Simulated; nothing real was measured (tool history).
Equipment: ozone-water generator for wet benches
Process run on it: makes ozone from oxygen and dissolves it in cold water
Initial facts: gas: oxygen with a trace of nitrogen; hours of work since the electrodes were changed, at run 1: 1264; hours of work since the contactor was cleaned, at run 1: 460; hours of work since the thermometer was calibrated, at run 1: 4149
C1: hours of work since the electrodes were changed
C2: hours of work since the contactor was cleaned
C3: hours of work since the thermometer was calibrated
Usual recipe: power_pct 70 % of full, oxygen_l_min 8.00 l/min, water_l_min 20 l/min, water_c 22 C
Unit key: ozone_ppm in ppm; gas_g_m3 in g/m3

{"run": 1, "hour": 0.0, "power_pct": 70, "oxygen_l_min": 8.0, "water_l_min": 20, "water_c": 22, "C1": 1264, "C2": 460, "C3": 4149, "ozone_ppm": 24.5, "gas_g_m3": 255.0}
{"run": 2, "hour": 87.9, "power_pct": 70, "oxygen_l_min": 8.0, "water_l_min": 32, "water_c": 22, "C1": 1339, "C2": 535, "C3": 4224, "ozone_ppm": 15.6, "gas_g_m3": 256.6}
{"run": 3, "hour": 158.4, "power_pct": 70, "oxygen_l_min": 8.0, "water_l_min": 32, "water_c": 22, "C1": 1399, "C2": 595, "C3": 4284, "ozone_ppm": 15.6, "gas_g_m3": 254.7}
{"run": 4, "hour": 258.4, "power_pct": 70, "oxygen_l_min": 8.0, "water_l_min": 32, "water_c": 22, "C1": 1484, "C2": 680, "C3": 4369, "ozone_ppm": 15.4, "gas_g_m3": 255.6}
{"run": 5, "hour": 315.0, "power_pct": 70, "oxygen_l_min": 8.0, "water_l_min": 32, "water_c": 22, "C1": 1532, "C2": 728, "C3": 4417, "ozone_ppm": 15.6, "gas_g_m3": 256.4}
{"run": 6, "hour": 365.3, "power_pct": 70, "oxygen_l_min": 7.02, "water_l_min": 20, "water_c": 22, "C1": 1575, "C2": 770, "C3": 4460, "ozone_ppm": 24.8, "gas_g_m3": 272.0}
{"run": 7, "hour": 423.7, "power_pct": 70, "oxygen_l_min": 7.02, "water_l_min": 20, "water_c": 22, "C1": 1625, "C2": 820, "C3": 4510, "ozone_ppm": 24.4, "gas_g_m3": 272.1}
{"run": 8, "hour": 500.1, "power_pct": 70, "oxygen_l_min": 7.02, "water_l_min": 20, "water_c": 22, "C1": 1690, "C2": 885, "C3": 4575, "ozone_ppm": 24.5, "gas_g_m3": 269.8}
{"run": 9, "hour": 623.0, "power_pct": 70, "oxygen_l_min": 7.02, "water_l_min": 20, "water_c": 22, "C1": 1794, "C2": 990, "C3": 4679, "ozone_ppm": 24.4, "gas_g_m3": 272.1}
{"run": 10, "hour": 723.7, "power_pct": 70, "oxygen_l_min": 7.02, "water_l_min": 20, "water_c": 22, "C1": 1880, "C2": 1075, "C3": 4765, "ozone_ppm": 24.6, "gas_g_m3": 269.1}
{"run": 11, "hour": 774.3, "power_pct": 70, "oxygen_l_min": 8.0, "water_l_min": 20, "water_c": 22, "C1": 1923, "C2": 1118, "C3": 4808, "ozone_ppm": 24.1, "gas_g_m3": 252.9}
{"run": 12, "hour": 856.5, "power_pct": 70, "oxygen_l_min": 8.0, "water_l_min": 14, "water_c": 22, "C1": 1992, "C2": 1188, "C3": 4877, "ozone_ppm": 31.5, "gas_g_m3": 253.0}
{"run": 13, "hour": 923.5, "power_pct": 70, "oxygen_l_min": 8.0, "water_l_min": 14, "water_c": 22, "C1": 2049, "C2": 1245, "C3": 4934, "ozone_ppm": 32.0, "gas_g_m3": 251.3}
{"run": 14, "hour": 990.3, "power_pct": 70, "oxygen_l_min": 8.0, "water_l_min": 14, "water_c": 22, "C1": 2106, "C2": 1302, "C3": 4991, "ozone_ppm": 32.2, "gas_g_m3": 252.6}
{"run": 15, "hour": 1048.2, "power_pct": 70, "oxygen_l_min": 8.0, "water_l_min": 14, "water_c": 22, "C1": 2155, "C2": 1351, "C3": 5040, "ozone_ppm": 31.8, "gas_g_m3": 251.4}
{"run": 16, "hour": 1153.4, "power_pct": 70, "oxygen_l_min": 8.0, "water_l_min": 14, "water_c": 22, "C1": 2245, "C2": 1440, "C3": 5130, "ozone_ppm": 31.6, "gas_g_m3": 253.8}
{"run": 17, "hour": 1241.9, "power_pct": 88, "oxygen_l_min": 8.0, "water_l_min": 20, "water_c": 22, "C1": 2320, "C2": 1516, "C3": 5205, "ozone_ppm": 26.6, "gas_g_m3": 280.2}
{"run": 18, "hour": 1352.0, "power_pct": 75, "oxygen_l_min": 8.0, "water_l_min": 15, "water_c": 24, "C1": 2414, "C2": 1609, "C3": 5299, "ozone_ppm": 29.4, "gas_g_m3": 257.9}
{"run": 19, "hour": 1423.6, "power_pct": 98, "oxygen_l_min": 8.29, "water_l_min": 20, "water_c": 22, "C1": 2475, "C2": 1670, "C3": 5360, "ozone_ppm": 27.7, "gas_g_m3": 290.2}
{"run": 20, "hour": 1495.7, "power_pct": 98, "oxygen_l_min": 8.29, "water_l_min": 20, "water_c": 22, "C1": 2536, "C2": 1731, "C3": 5421, "ozone_ppm": 27.8, "gas_g_m3": 289.2}
{"run": 21, "hour": 1575.7, "power_pct": 70, "oxygen_l_min": 8.0, "water_l_min": 14, "water_c": 23, "C1": 2604, "C2": 1799, "C3": 5489, "ozone_ppm": 30.9, "gas_g_m3": 249.4}
{"hour": 1633.0, "done": "water thermometer calibrated"}
{"run": 22, "hour": 1688.9, "power_pct": 70, "oxygen_l_min": 8.0, "water_l_min": 14, "water_c": 23, "C1": 2700, "C2": 1895, "C3": 48, "ozone_ppm": 30.8, "gas_g_m3": 245.4}
{"run": 23, "hour": 1792.8, "power_pct": 70, "oxygen_l_min": 8.0, "water_l_min": 14, "water_c": 23, "C1": 2788, "C2": 1983, "C3": 136, "ozone_ppm": 30.7, "gas_g_m3": 248.2}
{"run": 24, "hour": 1905.1, "power_pct": 97, "oxygen_l_min": 4.11, "water_l_min": 14, "water_c": 23, "C1": 2883, "C2": 2079, "C3": 231, "ozone_ppm": 37.0, "gas_g_m3": 393.7}
{"run": 25, "hour": 1977.5, "power_pct": 97, "oxygen_l_min": 7.17, "water_l_min": 14, "water_c": 23, "C1": 2945, "C2": 2141, "C3": 293, "ozone_ppm": 35.8, "gas_g_m3": 302.7}
{"run": 26, "hour": 2088.1, "power_pct": 56, "oxygen_l_min": 8.0, "water_l_min": 27, "water_c": 22, "C1": 3039, "C2": 2234, "C3": 387, "ozone_ppm": 15.6, "gas_g_m3": 222.9}
{"run": 27, "hour": 2142.3, "power_pct": 91, "oxygen_l_min": 4.58, "water_l_min": 12, "water_c": 15, "C1": 3085, "C2": 2281, "C3": 433, "ozone_ppm": 47.2, "gas_g_m3": 363.8}
{"run": 28, "hour": 2208.1, "power_pct": 70, "oxygen_l_min": 8.0, "water_l_min": 21, "water_c": 14, "C1": 3141, "C2": 2336, "C3": 489, "ozone_ppm": 25.4, "gas_g_m3": 244.1}
{"run": 29, "hour": 2313.7, "power_pct": 70, "oxygen_l_min": 8.0, "water_l_min": 20, "water_c": 18, "C1": 3231, "C2": 2426, "C3": 579, "ozone_ppm": 24.6, "gas_g_m3": 243.6}
{"run": 30, "hour": 2384.9, "power_pct": 70, "oxygen_l_min": 8.0, "water_l_min": 20, "water_c": 29, "C1": 3291, "C2": 2487, "C3": 639, "ozone_ppm": 20.4, "gas_g_m3": 243.0}
{"run": 31, "hour": 2468.7, "power_pct": 70, "oxygen_l_min": 7.0, "water_l_min": 20, "water_c": 22, "C1": 3363, "C2": 2558, "C3": 710, "ozone_ppm": 23.1, "gas_g_m3": 261.9}
{"run": 32, "hour": 2550.1, "power_pct": 70, "oxygen_l_min": 7.0, "water_l_min": 20, "water_c": 22, "C1": 3432, "C2": 2627, "C3": 780, "ozone_ppm": 23.0, "gas_g_m3": 259.8}
{"run": 33, "hour": 2658.3, "power_pct": 70, "oxygen_l_min": 7.0, "water_l_min": 20, "water_c": 22, "C1": 3524, "C2": 2719, "C3": 872, "ozone_ppm": 23.1, "gas_g_m3": 259.6}
{"run": 34, "hour": 2739.3, "power_pct": 70, "oxygen_l_min": 7.0, "water_l_min": 20, "water_c": 22, "C1": 3592, "C2": 2788, "C3": 940, "ozone_ppm": 22.9, "gas_g_m3": 259.4}

For each entry between runs, how does the tool's hidden state at the last listed run before it compare with that at the first listed run after it?
From run 21 to run 22: water thermometer calibrated (hour 1633.0)
  yield of the discharge, % of new electrodes': 94 -> 93.8; contactor's efficiency, % of a clean one's: 96.2 -> 96; true water temperature over the reading, C: 0.18 -> -0.04
  measured result minus the result with no hidden state, ozone_ppm: -2.8 -> -2.8 ppm; gas_g_m3: -15.8 -> -16.3 g/m3
